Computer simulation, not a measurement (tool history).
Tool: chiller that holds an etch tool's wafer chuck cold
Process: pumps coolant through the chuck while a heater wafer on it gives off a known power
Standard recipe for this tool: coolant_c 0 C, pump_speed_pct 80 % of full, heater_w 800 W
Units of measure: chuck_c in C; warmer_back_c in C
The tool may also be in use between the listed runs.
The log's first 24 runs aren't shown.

{"run": 25, "day": 56.45, "coolant_c": 3, "pump_speed_pct": 70, "heater_w": 760, "chuck_c": 10.6, "warmer_back_c": 2.69}
{"run": 26, "day": 57.775, "coolant_c": 0, "pump_speed_pct": 70, "heater_w": 800, "chuck_c": 8.2, "warmer_back_c": 2.82}
{"run": 27, "day": 59.45, "coolant_c": -9, "pump_speed_pct": 82, "heater_w": 635, "chuck_c": -3.2, "warmer_back_c": 1.96}
{"run": 28, "day": 61.921, "coolant_c": 3, "pump_speed_pct": 82, "heater_w": 800, "chuck_c": 10.3, "warmer_back_c": 2.46}
{"run": 29, "day": 64.842, "coolant_c": 3, "pump_speed_pct": 82, "heater_w": 800, "chuck_c": 10.2, "warmer_back_c": 2.47}
{"run": 30, "day": 66.583, "coolant_c": -9, "pump_speed_pct": 80, "heater_w": 778, "chuck_c": -1.9, "warmer_back_c": 2.44}
{"run": 31, "day": 67.842, "coolant_c": 0, "pump_speed_pct": 99, "heater_w": 800, "chuck_c": 6.4, "warmer_back_c": 2.05}
{"run": 32, "day": 70.604, "coolant_c": 0, "pump_speed_pct": 93, "heater_w": 1144, "chuck_c": 9.1, "warmer_back_c": 3.09}

Consider 4 possible next runs. They are alternatives, not a sequence: every one starts from the tool as it was left by run 32. What does each give?
{"run": "A", "day": 73.038, "coolant_c": 0, "pump_speed_pct": 81, "heater_w": 800, "chuck_c": "?", "warmer_back_c": "?"}
{"run": "B", "day": 73.038, "coolant_c": -4, "pump_speed_pct": 80, "heater_w": 800, "chuck_c": "?", "warmer_back_c": "?"}
{"run": "C", "day": 73.038, "coolant_c": -8, "pump_speed_pct": 92, "heater_w": 638, "chuck_c": "?", "warmer_back_c": "?"}
{"run": "D", "day": 73.038, "coolant_c": 3, "pump_speed_pct": 62, "heater_w": 1144, "chuck_c": "?", "warmer_back_c": "?"}

run=A chuck_c=7.2 warmer_back_c=2.50
run=B chuck_c=3.5 warmer_back_c=2.55
run=C chuck_c=-2.7 warmer_back_c=1.72
run=D chuck_c=15.9 warmer_back_c=4.62
Without the tool's hidden state the same runs would have given:
run=A chuck_c=5.9 warmer_back_c=2.28
run=B chuck_c=2.2 warmer_back_c=2.33
run=C chuck_c=-3.8 warmer_back_c=1.57
run=D chuck_c=14.1 warmer_back_c=4.20

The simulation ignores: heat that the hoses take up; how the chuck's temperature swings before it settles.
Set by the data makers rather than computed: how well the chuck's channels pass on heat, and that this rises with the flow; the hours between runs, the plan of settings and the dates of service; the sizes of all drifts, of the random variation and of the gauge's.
